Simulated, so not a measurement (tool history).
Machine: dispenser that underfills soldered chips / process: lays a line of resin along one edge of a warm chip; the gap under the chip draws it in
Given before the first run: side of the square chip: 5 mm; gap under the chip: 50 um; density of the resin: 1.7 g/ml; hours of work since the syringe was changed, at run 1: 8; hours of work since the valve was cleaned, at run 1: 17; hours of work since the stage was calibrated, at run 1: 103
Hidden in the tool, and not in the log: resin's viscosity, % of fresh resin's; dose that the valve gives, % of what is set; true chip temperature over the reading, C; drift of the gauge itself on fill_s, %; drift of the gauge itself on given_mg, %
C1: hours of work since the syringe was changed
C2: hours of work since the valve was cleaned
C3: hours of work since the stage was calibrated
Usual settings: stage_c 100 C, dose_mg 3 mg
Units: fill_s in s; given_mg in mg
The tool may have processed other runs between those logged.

Run 1, hour 0: usual settings; C1 8; C2 17; C3 103. Result: fill_s 17.7 s, given_mg 2.99 mg.
At hour 6: new syringe of resin.
Run 2, hour 9: usual settings; C1 2; C2 23; C3 109. Result: fill_s 11.5 s, given_mg 2.98 mg.
At hour 23.3: new syringe of resin.
Run 3, hour 25.1: usual settings but stage_c 111 C; C1 1; C2 34; C3 119. Result: fill_s 8.1 s, given_mg 2.96 mg.
At hour 40.7: new syringe of resin.
Run 4, hour 41.9: usual settings but stage_c 111 C; C1 1; C2 45; C3 131. Result: fill_s 7.5 s, given_mg 2.96 mg.
At hour 59.3: new syringe of resin.
Run 5, hour 59.8: usual settings; C1 0; C2 57; C3 143. Result: fill_s 9.4 s, given_mg 2.95 mg.
Run 6, hour 70.3: usual settings; C1 8; C2 64; C3 150. Result: fill_s 16.5 s, given_mg 2.96 mg.
At hour 77.3: new syringe of resin.
Run 7, hour 84.1: usual settings; C1 5; C2 73; C3 159. Result: fill_s 13.5 s, given_mg 2.92 mg.
At hour 95.1: new syringe of resin.
Run 8, hour 101.3: usual settings; C1 4; C2 85; C3 171. Result: fill_s 13.5 s, given_mg 2.92 mg.
At hour 110.4: dispensing valve cleaned and set on the balance.
At hour 113.5: new syringe of resin.
Run 9, hour 113.9: usual settings; C1 0; C2 2; C3 178. Result: fill_s 9.5 s, given_mg 3 mg.
Run 10, hour 125.6: usual settings; C1 8; C2 10; C3 186. Result: fill_s 18 s, given_mg 3.01 mg.
At hour 131.1: new syringe of resin.
Run 11, hour 136.5: usual settings; C1 4; C2 17; C3 194. Result: fill_s 11.9 s, given_mg 3 mg.
At hour 148.7: new syringe of resin.
Run 12, hour 154.5: usual settings but dose_mg 2.58 mg; C1 4; C2 30; C3 206. Result: fill_s 13.4 s, given_mg 2.57 mg.
At hour 166.5: new syringe of resin.
Run 13, hour 171: usual settings but dose_mg 2.58 mg; C1 3; C2 41; C3 217. Result: fill_s 12.8 s, given_mg 2.51 mg.
At hour 183.7: new syringe of resin.
Run 14, hour 188.6: usual settings but dose_mg 3.86 mg; C1 3; C2 52; C3 228. Result: fill_s 11.8 s, given_mg 3.77 mg.
Run 15, hour 195.9: usual settings but dose_mg 3.86 mg; C1 8; C2 57; C3 234. Result: fill_s 17.4 s, given_mg 3.78 mg.
At hour 201.5: new syringe of resin.
Run 16, hour 212.7: usual settings but stage_c 93 C, dose_mg 3.86 mg; C1 8; C2 69; C3 245. Result: fill_s 19.7 s, given_mg 3.75 mg.
At hour 218.9: new syringe of resin.
Run 17, hour 223.3: usual settings but stage_c 107 C, dose_mg 3.04 mg; C1 3; C2 76; C3 252. Result: fill_s 9.5 s, given_mg 2.95 mg.
Run 18, hour 232.8: usual settings but stage_c 112 C, dose_mg 2.91 mg; C1 9; C2 82; C3 258. Result: fill_s 14 s, given_mg 2.81 mg.
At hour 237.4: new syringe of resin.
Run 19, hour 244: usual settings but stage_c 112 C, dose_mg 2.91 mg; C1 4; C2 90; C3 266. Result: fill_s 9.9 s, given_mg 2.8 mg.
At hour 245.9: dispensing valve cleaned and set on the balance.
At hour 257.1: new syringe of resin.
Run 20, hour 257.4: usual settings but stage_c 112 C, dose_mg 2.91 mg; C1 0; C2 8; C3 274. Result: fill_s 7.1 s, given_mg 2.88 mg.
Run 21, hour 264.9: usual settings but stage_c 112 C, dose_mg 2.91 mg; C1 5; C2 13; C3 279. Result: fill_s 10.1 s, given_mg 2.9 mg.
At hour 274.6: new syringe of resin.
Run 22, hour 277.3: usual settings but dose_mg 3.32 mg; C1 2; C2 21; C3 287. Result: fill_s 10.5 s, given_mg 3.34 mg.
At hour 292.4: new syringe of resin.
Run 23, hour 295: usual settings but dose_mg 3.32 mg; C1 2; C2 33; C3 299. Result: fill_s 10.3 s, given_mg 3.27 mg.
Run 24, hour 307.8: usual settings but dose_mg 3.32 mg; C1 11; C2 42; C3 308. Result: fill_s 20.4 s, given_mg 3.25 mg.
At hour 310.4: new syringe of resin.
Run 25, hour 319.4: usual settings but stage_c 91 C; C1 6; C2 49; C3 316. Result: fill_s 19 s, given_mg 2.91 mg.
At hour 328.8: new syringe of resin.
Run 26, hour 336.3: usual settings but stage_c 91 C; C1 5; C2 61; C3 327. Result: fill_s 18.1 s, given_mg 2.95 mg.
At hour 346.2: new syringe of resin.
Run 27, hour 352.1: usual settings but stage_c 91 C; C1 4; C2 71; C3 338. Result: fill_s 16 s, given_mg 2.93 mg.
At hour 363.6: new syringe of resin.
Run 28, hour 364.9: usual settings but stage_c 109 C, dose_mg 3.09 mg; C1 1; C2 80; C3 346. Result: fill_s 7.6 s, given_mg 2.98 mg.
Run 29, hour 372.8: usual settings but stage_c 109 C, dose_mg 3.09 mg; C1 6; C2 85; C3 352. Result: fill_s 11.9 s, given_mg 3 mg.
At hour 380.6: dispensing valve cleaned and set on the balance.
At hour 382.5: new syringe of resin.
Run 30, hour 389.3: usual settings but stage_c 109 C, dose_mg 2.95 mg; C1 5; C2 6; C3 362. Result: fill_s 9.9 s, given_mg 2.93 mg.
At hour 401.1: new syringe of resin.
Run 31, hour 403.9: usual settings but stage_c 109 C, dose_mg 2.95 mg; C1 2; C2 15; C3 372. Result: fill_s 8.8 s, given_mg 2.92 mg.

Some steps in fill_s, run to run, broken into two amounts with sign: the step expected even without the hidden condition (settings, incoming material, random variation), and the rest, left for the hidden condition together with whatever gauge scatter is not in both the measured and the hidden-condition-free result:
Run 5 -> 6: no setting changed, nothing entered. fill_s +7.1 s: hidden state +7, all else +0.1.
Run 9 -> 10: no setting changed, nothing entered. fill_s +8.5 s: hidden state +8.3, all else +0.2.
Run 16 -> 17: stage_c 93 -> 107, dose_mg 3.86 -> 3.04, new syringe of resin. fill_s -10.2 s: hidden state -6.5, all else -3.7.
Run 23 -> 24: no setting changed, nothing entered. fill_s +10.1 s: hidden state +9.8, all else +0.3.
